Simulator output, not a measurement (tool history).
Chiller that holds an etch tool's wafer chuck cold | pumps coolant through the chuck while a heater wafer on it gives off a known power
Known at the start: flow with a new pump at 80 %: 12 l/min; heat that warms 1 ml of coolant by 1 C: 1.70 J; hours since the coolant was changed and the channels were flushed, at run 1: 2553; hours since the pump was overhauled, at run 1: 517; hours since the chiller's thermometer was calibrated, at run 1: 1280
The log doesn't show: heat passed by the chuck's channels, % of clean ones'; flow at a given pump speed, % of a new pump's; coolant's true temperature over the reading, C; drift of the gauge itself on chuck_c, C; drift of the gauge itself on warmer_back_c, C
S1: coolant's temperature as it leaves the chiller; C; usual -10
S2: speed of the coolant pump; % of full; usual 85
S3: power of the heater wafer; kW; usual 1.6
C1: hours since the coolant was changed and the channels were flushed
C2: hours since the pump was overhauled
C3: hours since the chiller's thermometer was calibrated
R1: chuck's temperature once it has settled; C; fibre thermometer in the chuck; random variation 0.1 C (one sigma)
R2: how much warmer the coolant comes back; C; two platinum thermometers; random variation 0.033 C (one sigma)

{"run": 1, "day": 0.0, "S1": -10, "S2": 85, "S3": 1.6, "C1": 2553, "C2": 517, "C3": 1280, "R1": 4.5, "R2": 4.4}
{"run": 2, "day": 0.783, "S1": -10, "S2": 85, "S3": 1.6, "C1": 2572, "C2": 535, "C3": 1299, "R1": 4.3, "R2": 4.48}
{"run": 3, "day": 1.529, "S1": -6, "S2": 85, "S3": 1.6, "C1": 2590, "C2": 553, "C3": 1317, "R1": 8.3, "R2": 4.42}
{"run": 4, "day": 2.338, "S1": -6, "S2": 85, "S3": 1.6, "C1": 2609, "C2": 573, "C3": 1337, "R1": 8.4, "R2": 4.47}
{"run": 5, "day": 2.879, "S1": -6, "S2": 85, "S3": 1.6, "C1": 2622, "C2": 586, "C3": 1349, "R1": 8.4, "R2": 4.47}
{"run": 6, "day": 3.521, "S1": -6, "S2": 85, "S3": 1.6, "C1": 2638, "C2": 601, "C3": 1365, "R1": 8.6, "R2": 4.4}
{"run": 7, "day": 4.783, "S1": -6, "S2": 85, "S3": 1.6, "C1": 2668, "C2": 631, "C3": 1395, "R1": 8.4, "R2": 4.47}
{"run": 8, "day": 5.738, "S1": -10, "S2": 85, "S3": 1.6, "C1": 2691, "C2": 654, "C3": 1418, "R1": 4.3, "R2": 4.45}
{"run": 9, "day": 6.921, "S1": -10, "S2": 85, "S3": 1.6, "C1": 2719, "C2": 683, "C3": 1447, "R1": 4.5, "R2": 4.43}
{"run": 10, "day": 7.696, "S1": -10, "S2": 85, "S3": 1.6, "C1": 2738, "C2": 701, "C3": 1465, "R1": 4.5, "R2": 4.41}
{"run": 11, "day": 8.492, "S1": -10, "S2": 85, "S3": 1.6, "C1": 2757, "C2": 721, "C3": 1484, "R1": 4.6, "R2": 4.39}
{"run": 12, "day": 9.092, "S1": -10, "S2": 85, "S3": 1.6, "C1": 2772, "C2": 735, "C3": 1499, "R1": 4.3, "R2": 4.51}
{"run": 13, "day": 10.362, "S1": -1, "S2": 85, "S3": 1.6, "C1": 2802, "C2": 765, "C3": 1529, "R1": 13.4, "R2": 4.39}
{"run": 14, "day": 11.271, "S1": -1, "S2": 85, "S3": 1.055, "C1": 2824, "C2": 787, "C3": 1551, "R1": 8.5, "R2": 2.98}
{"run": 15, "day": 12.204, "S1": -1, "S2": 85, "S3": 1.055, "C1": 2846, "C2": 810, "C3": 1573, "R1": 8.5, "R2": 2.95}
{"run": 16, "day": 13.192, "S1": -10, "S2": 85, "S3": 1.6, "C1": 2870, "C2": 833, "C3": 1597, "R1": 4.8, "R2": 4.49}
{"run": 17, "day": 14.342, "S1": -7, "S2": 83, "S3": 1.389, "C1": 2898, "C2": 861, "C3": 1625, "R1": 6, "R2": 3.98}
{"run": 18, "day": 15.279, "S1": -7, "S2": 83, "S3": 1.389, "C1": 2920, "C2": 883, "C3": 1647, "R1": 5.9, "R2": 3.98}
{"run": 19, "day": 15.954, "S1": -7, "S2": 80, "S3": 1.777, "C1": 2936, "C2": 900, "C3": 1663, "R1": 10, "R2": 5.28}
{"run": 20, "day": 17.238, "S1": -18, "S2": 64, "S3": 1.6, "C1": 2967, "C2": 930, "C3": 1694, "R1": -0.3, "R2": 6.15}
{"run": 21, "day": 18.171, "S1": -16, "S2": 63, "S3": 0.865, "C1": 2989, "C2": 953, "C3": 1716, "R1": -6.5, "R2": 3.41}
{"run": 22, "day": 18.817, "S1": -17, "S2": 85, "S3": 1.476, "C1": 3005, "C2": 968, "C3": 1732, "R1": -3.5, "R2": 4.11}
{"run": 23, "day": 19.808, "S1": -17, "S2": 85, "S3": 1.458, "C1": 3029, "C2": 992, "C3": 1756, "R1": -3.6, "R2": 4.07}
{"run": 24, "day": 20.629, "S1": -5, "S2": 76, "S3": 1.688, "C1": 3048, "C2": 1012, "C3": 1776, "R1": 11.7, "R2": 5.31}
{"run": 25, "day": 21.583, "S1": -5, "S2": 87, "S3": 1.613, "C1": 3071, "C2": 1035, "C3": 1798, "R1": 9.4, "R2": 4.42}
{"run": 26, "day": 22.692, "S1": -5, "S2": 87, "S3": 1.613, "C1": 3098, "C2": 1061, "C3": 1825, "R1": 9.6, "R2": 4.42}
{"run": 27, "day": 23.496, "S1": -5, "S2": 87, "S3": 1.613, "C1": 3117, "C2": 1081, "C3": 1844, "R1": 9.6, "R2": 4.48}
{"run": 28, "day": 24.796, "S1": -10, "S2": 85, "S3": 1.721, "C1": 3148, "C2": 1112, "C3": 1875, "R1": 5.8, "R2": 4.75}
{"run": 29, "day": 25.512, "S1": -10, "S2": 85, "S3": 1.729, "C1": 3166, "C2": 1129, "C3": 1893, "R1": 6, "R2": 4.85}
{"run": 30, "day": 26.779, "S1": -10, "S2": 85, "S3": 1.398, "C1": 3196, "C2": 1159, "C3": 1923, "R1": 2.9, "R2": 3.91}
{"run": 31, "day": 27.696, "S1": -10, "S2": 62, "S3": 0.841, "C1": 3218, "C2": 1181, "C3": 1945, "R1": -0.5, "R2": 3.38}

4 ways to go on from here, each from the tool as it stands after run 31. What would each give?
{"run": "A", "day": 28.688, "S1": -16, "S2": 75, "S3": 1.125, "C1": 3242, "C2": 1205, "C3": 1969, "R1": "?", "R2": "?"}
{"run": "B", "day": 28.688, "S1": -7, "S2": 85, "S3": 1.6, "C1": 3242, "C2": 1205, "C3": 1969, "R1": "?", "R2": "?"}
{"run": "C", "day": 28.688, "S1": -16, "S2": 81, "S3": 1.6, "C1": 3242, "C2": 1205, "C3": 1969, "R1": "?", "R2": "?"}
{"run": "D", "day": 28.688, "S1": -11, "S2": 63, "S3": 2.287, "C1": 3242, "C2": 1205, "C3": 1969, "R1": "?", "R2": "?"}

run=A R1=-4.9 R2=3.63
run=B R1=7.7 R2=4.53
run=C R1=-0.6 R2=4.73
run=D R1=14.7 R2=8.99
Without the tool's hidden state the same runs would have given:
run=A R1=-5.8 R2=3.55
run=B R1=6.4 R2=4.43
run=C R1=-2 R2=4.62
run=D R1=12.2 R2=8.79

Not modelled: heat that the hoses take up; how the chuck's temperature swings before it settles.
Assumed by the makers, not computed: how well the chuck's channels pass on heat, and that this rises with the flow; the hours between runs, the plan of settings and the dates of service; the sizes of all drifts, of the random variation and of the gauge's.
